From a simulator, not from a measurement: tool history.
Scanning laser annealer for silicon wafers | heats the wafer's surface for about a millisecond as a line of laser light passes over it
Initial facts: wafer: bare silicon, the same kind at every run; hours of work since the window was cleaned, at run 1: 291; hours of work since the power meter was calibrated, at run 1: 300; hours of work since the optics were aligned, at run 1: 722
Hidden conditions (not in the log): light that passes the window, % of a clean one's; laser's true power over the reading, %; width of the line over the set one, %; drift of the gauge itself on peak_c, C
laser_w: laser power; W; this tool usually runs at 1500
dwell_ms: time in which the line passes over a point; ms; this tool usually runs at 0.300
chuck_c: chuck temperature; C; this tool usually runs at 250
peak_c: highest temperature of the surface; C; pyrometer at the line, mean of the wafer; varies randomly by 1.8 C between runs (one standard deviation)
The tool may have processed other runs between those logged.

| run | day | laser_w | dwell_ms | chuck_c | hours of work since the window was cleaned | hours of work since the power meter was calibrated | hours of work since the optics were aligned | peak_c |
|---|---|---|---|---|---|---|---|---|
| 1 | 0.000 | 1500 | 0.300 | 250 | 291 | 300 | 722 | 1018 |
| 2 | 0.308 | 1500 | 0.319 | 250 | 295 | 304 | 726 | 1044 |
| 3 | 0.600 | 1500 | 0.289 | 250 | 299 | 308 | 730 | 998 |
| 4 | 1.029 | 1500 | 0.289 | 217 | 305 | 314 | 736 | 967 |
| 5 | 1.525 | 1500 | 0.300 | 257 | 312 | 321 | 743 | 1021 |
| 6 | 2.083 | 1500 | 0.223 | 257 | 320 | 329 | 751 | 904 |
| 7 | 2.533 | 1500 | 0.223 | 257 | 326 | 335 | 757 | 905 |
| 8 | 3.154 | 1500 | 0.223 | 257 | 335 | 344 | 765 | 902 |
| 9 | 3.750 | 1500 | 0.300 | 250 | 343 | 352 | 774 | 1012 |
| 10 | 4.204 | 1500 | 0.300 | 250 | 349 | 358 | 780 | 1007 |
| 11 | 4.796 | 1500 | 0.300 | 250 | 357 | 367 | 788 | 1008 |
| 12 | 5.121 | 1477 | 0.300 | 250 | 362 | 371 | 793 | 993 |
| 13 | 5.662 | 1477 | 0.300 | 250 | 369 | 378 | 800 | 993 |
| 14 | 6.188 | 1477 | 0.300 | 250 | 376 | 386 | 807 | 991 |
| 15 | 6.754 | 1477 | 0.300 | 250 | 384 | 394 | 815 | 989 |
| 16 | 7.162 | 1477 | 0.300 | 250 | 390 | 399 | 821 | 986 |
| 17 | 7.612 | 1477 | 0.300 | 250 | 396 | 405 | 827 | 988 |
| 18 | 8.142 | 1500 | 0.300 | 250 | 404 | 413 | 834 | 1004 |
| 19 | 8.483 | 1555 | 0.361 | 222 | 408 | 418 | 839 | 1096 |
| 20 | 8.771 | 1555 | 0.361 | 222 | 412 | 422 | 843 | 1093 |
| 21 | 9.333 | 1497 | 0.340 | 224 | 420 | 429 | 851 | 1032 |
| 22 | 9.842 | 1522 | 0.243 | 234 | 427 | 436 | 858 | 918 |
| 23 | 10.296 | 1355 | 0.225 | 218 | 433 | 443 | 864 | 775 |
| 24 | 10.875 | 1500 | 0.370 | 250 | 441 | 451 | 872 | 1093 |
| 25 | 11.542 | 1500 | 0.370 | 250 | 451 | 460 | 881 | 1091 |
| 26 | 11.908 | 1500 | 0.283 | 236 | 456 | 465 | 887 | 962 |
| 27 | 12.354 | 1277 | 0.282 | 235 | 462 | 471 | 893 | 817 |
|  | 12.604 | window over the wafer cleaned |
| 28 | 13.083 | 1277 | 0.282 | 235 | 7 | 480 | 902 | 852 |
| 29 | 13.600 | 1612 | 0.282 | 212 | 14 | 487 | 909 | 1059 |
| 30 | 13.912 | 1612 | 0.282 | 212 | 18 | 492 | 913 | 1058 |
| 31 | 14.296 | 1612 | 0.282 | 212 | 23 | 497 | 918 | 1053 |
| 32 | 14.708 | 1370 | 0.367 | 211 | 29 | 503 | 924 | 995 |
| 33 | 14.988 | 1370 | 0.367 | 211 | 33 | 506 | 928 | 994 |
| 34 | 15.279 | 1370 | 0.367 | 211 | 37 | 510 | 932 | 997 |
| 35 | 15.858 | 1370 | 0.367 | 211 | 45 | 518 | 940 | 992 |

Each row is a separate what-if for the run after 35, all from the same tool condition, not one after another. Results?
| A | 16.167 | 1370 | 0.367 | 261 | 49 | 523 | 944 | ? |
| B | 16.167 | 1446 | 0.269 | 236 | 49 | 523 | 944 | ? |
| C | 16.167 | 1370 | 0.356 | 211 | 49 | 523 | 944 | ? |
| D | 16.167 | 1500 | 0.237 | 211 | 49 | 523 | 944 | ? |
| E | 16.167 | 1500 | 0.300 | 282 | 49 | 523 | 944 | ? |

| run | peak_c |
|---|---|
| A | 1043 |
| B | 946 |
| C | 978 |
| D | 902 |
| E | 1076 |
Had the tool no hidden state, the same runs would have come out as:
| run | peak_c |
|---|---|
| A | 1062 |
| B | 964 |
| C | 997 |
| D | 919 |
| E | 1096 |
